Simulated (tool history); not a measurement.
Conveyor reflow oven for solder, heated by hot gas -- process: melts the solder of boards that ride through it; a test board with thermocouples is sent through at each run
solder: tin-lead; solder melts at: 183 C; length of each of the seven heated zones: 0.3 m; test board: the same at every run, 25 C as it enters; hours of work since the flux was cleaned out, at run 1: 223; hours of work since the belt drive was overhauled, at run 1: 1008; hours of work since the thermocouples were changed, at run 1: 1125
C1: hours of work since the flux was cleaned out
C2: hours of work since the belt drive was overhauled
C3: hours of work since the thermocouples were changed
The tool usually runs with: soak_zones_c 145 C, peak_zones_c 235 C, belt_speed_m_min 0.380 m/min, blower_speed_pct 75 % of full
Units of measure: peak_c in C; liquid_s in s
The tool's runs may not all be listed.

Run 1, hour 0.0: usual settings; C1 223; C2 1008; C3 1125. Result: peak_c 215.1 C, liquid_s 71.3 s.
At hour 41.4: thermocouples of zones 6 and 7 changed.
Run 2, hour 41.4: usual settings; C1 251; C2 1036; C3 0. Result: peak_c 212.8 C, liquid_s 68.8 s.
At hour 74.0: flux residue cleaned out of gas plates and filters.
Run 3, hour 83.0: usual settings but soak_zones_c 141 C; C1 6; C2 1063; C3 26. Result: peak_c 214.7 C, liquid_s 69.4 s.
Run 4, hour 107.5: usual settings but belt_speed_m_min 0.405 m/min; C1 24; C2 1080; C3 44. Result: peak_c 213.0 C, liquid_s 64.4 s.
Run 5, hour 149.3: usual settings but belt_speed_m_min 0.405 m/min; C1 54; C2 1110; C3 74. Result: peak_c 212.7 C, liquid_s 64.0 s.
Run 6, hour 174.3: usual settings but belt_speed_m_min 0.379 m/min; C1 72; C2 1128; C3 92. Result: peak_c 215.1 C, liquid_s 71.9 s.
Run 7, hour 234.6: usual settings but belt_speed_m_min 0.379 m/min; C1 115; C2 1171; C3 135. Result: peak_c 214.6 C, liquid_s 71.5 s.
Run 8, hour 265.9: usual settings; C1 138; C2 1194; C3 157. Result: peak_c 214.5 C, liquid_s 70.9 s.
Run 9, hour 324.6: usual settings; C1 180; C2 1236; C3 199. Result: peak_c 214.1 C, liquid_s 70.5 s.
Run 10, hour 363.8: usual settings; C1 208; C2 1264; C3 227. Result: peak_c 213.6 C, liquid_s 69.8 s.
At hour 387.9: belt drive overhauled, speed set with a stopwatch.
Run 11, hour 415.5: usual settings; C1 242; C2 20; C3 262. Result: peak_c 212.9 C, liquid_s 68.2 s.
Run 12, hour 443.7: usual settings; C1 262; C2 40; C3 282. Result: peak_c 213.0 C, liquid_s 68.1 s.
At hour 458.9: flux residue cleaned out of gas plates and filters.
Run 13, hour 482.1: usual settings; C1 17; C2 64; C3 306. Result: peak_c 215.2 C, liquid_s 70.7 s.
Run 14, hour 531.5: usual settings; C1 52; C2 99; C3 341. Result: peak_c 215.3 C, liquid_s 70.6 s.
Run 15, hour 579.3: usual settings; C1 86; C2 134; C3 375. Result: peak_c 215.0 C, liquid_s 70.4 s.
Run 16, hour 632.9: usual settings but soak_zones_c 159 C, peak_zones_c 227 C; C1 125; C2 172; C3 414. Result: peak_c 211.2 C, liquid_s 75.2 s.
Run 17, hour 666.0: usual settings but soak_zones_c 143 C, peak_zones_c 246 C, belt_speed_m_min 0.427 m/min, blower_speed_pct 60 % of full; C1 148; C2 196; C3 438. Result: peak_c 210.3 C, liquid_s 55.3 s.
Run 18, hour 709.1: usual settings but soak_zones_c 141 C, peak_zones_c 241 C; C1 179; C2 227; C3 468. Result: peak_c 218.2 C, liquid_s 71.7 s.
Run 19, hour 747.8: usual settings but soak_zones_c 141 C, peak_zones_c 241 C; C1 207; C2 254; C3 496. Result: peak_c 217.6 C, liquid_s 71.2 s.
Run 20, hour 792.9: usual settings but soak_zones_c 141 C, peak_zones_c 241 C; C1 239; C2 287; C3 529. Result: peak_c 217.9 C, liquid_s 71.2 s.
Run 21, hour 819.0: usual settings but soak_zones_c 131 C, peak_zones_c 236 C, belt_speed_m_min 0.314 m/min, blower_speed_pct 56 % of full; C1 258; C2 305; C3 547. Result: peak_c 211.0 C, liquid_s 72.0 s.
At hour 840.6: flux residue cleaned out of gas plates and filters.
Run 22, hour 879.7: usual settings but soak_zones_c 132 C, belt_speed_m_min 0.315 m/min; C1 28; C2 345; C3 587. Result: peak_c 219.4 C, liquid_s 86.1 s.
Run 23, hour 931.9: usual settings but soak_zones_c 132 C, belt_speed_m_min 0.315 m/min; C1 65; C2 383; C3 624. Result: peak_c 219.4 C, liquid_s 84.7 s.
Run 24, hour 978.5: usual settings but soak_zones_c 156 C, peak_zones_c 236 C, belt_speed_m_min 0.426 m/min, blower_speed_pct 52 % of full; C1 99; C2 416; C3 658. Result: peak_c 204.4 C, liquid_s 51.9 s.
Run 25, hour 1023.7: usual settings but belt_speed_m_min 0.370 m/min; C1 131; C2 448; C3 690. Result: peak_c 215.8 C, liquid_s 73.5 s.
Run 26, hour 1052.5: usual settings but belt_speed_m_min 0.370 m/min; C1 152; C2 469; C3 711. Result: peak_c 215.7 C, liquid_s 73.5 s.
Run 27, hour 1081.4: usual settings but soak_zones_c 160 C, belt_speed_m_min 0.370 m/min; C1 173; C2 490; C3 732. Result: peak_c 218.7 C, liquid_s 86.0 s.
Run 28, hour 1112.8: usual settings but belt_speed_m_min 0.452 m/min, blower_speed_pct 79 % of full; C1 195; C2 512; C3 754. Result: peak_c 209.2 C, liquid_s 51.7 s.
Run 29, hour 1166.4: usual settings but soak_zones_c 157 C, peak_zones_c 229 C; C1 233; C2 551; C3 793. Result: peak_c 212.4 C, liquid_s 74.1 s.
Run 30, hour 1206.3: usual settings but soak_zones_c 146 C, belt_speed_m_min 0.315 m/min, blower_speed_pct 70 % of full; C1 262; C2 579; C3 821. Result: peak_c 219.1 C, liquid_s 90.8 s.

Here are 4 independent what-if runs from the current tool condition. What would each one return?
At hour 1218.9: flux residue cleaned out of gas plates and filters.
Run A, hour 1272.1: usual settings but soak_zones_c 146 C, peak_zones_c 248 C, belt_speed_m_min 0.447 m/min, blower_speed_pct 70 % of full; C1 38; C2 623; C3 865. Result: peak_c ?, liquid_s ?.
At hour 1218.9: flux residue cleaned out of gas plates and filters.
Run B, hour 1272.1: usual settings but blower_speed_pct 82 % of full; C1 38; C2 623; C3 865. Result: peak_c ?, liquid_s ?.
At hour 1218.9: flux residue cleaned out of gas plates and filters.
Run C, hour 1272.1: usual settings but soak_zones_c 131 C, belt_speed_m_min 0.386 m/min, blower_speed_pct 70 % of full; C1 38; C2 623; C3 865. Result: peak_c ?, liquid_s ?.
At hour 1218.9: flux residue cleaned out of gas plates and filters.
Run D, hour 1272.1: usual settings but soak_zones_c 147 C, peak_zones_c 234 C, belt_speed_m_min 0.458 m/min; C1 38; C2 623; C3 865. Result: peak_c ?, liquid_s ?.

run  peak_c  liquid_s
  A   217.6      62.7
  B   218.2      75.4
  C   210.6      58.9
  D   209.2      52.9
With no hidden state in the tool, these same runs would have given:
run  peak_c  liquid_s
  A   216.5      61.3
  B   216.9      73.8
  C   209.4      57.1
  D   208.1      51.4

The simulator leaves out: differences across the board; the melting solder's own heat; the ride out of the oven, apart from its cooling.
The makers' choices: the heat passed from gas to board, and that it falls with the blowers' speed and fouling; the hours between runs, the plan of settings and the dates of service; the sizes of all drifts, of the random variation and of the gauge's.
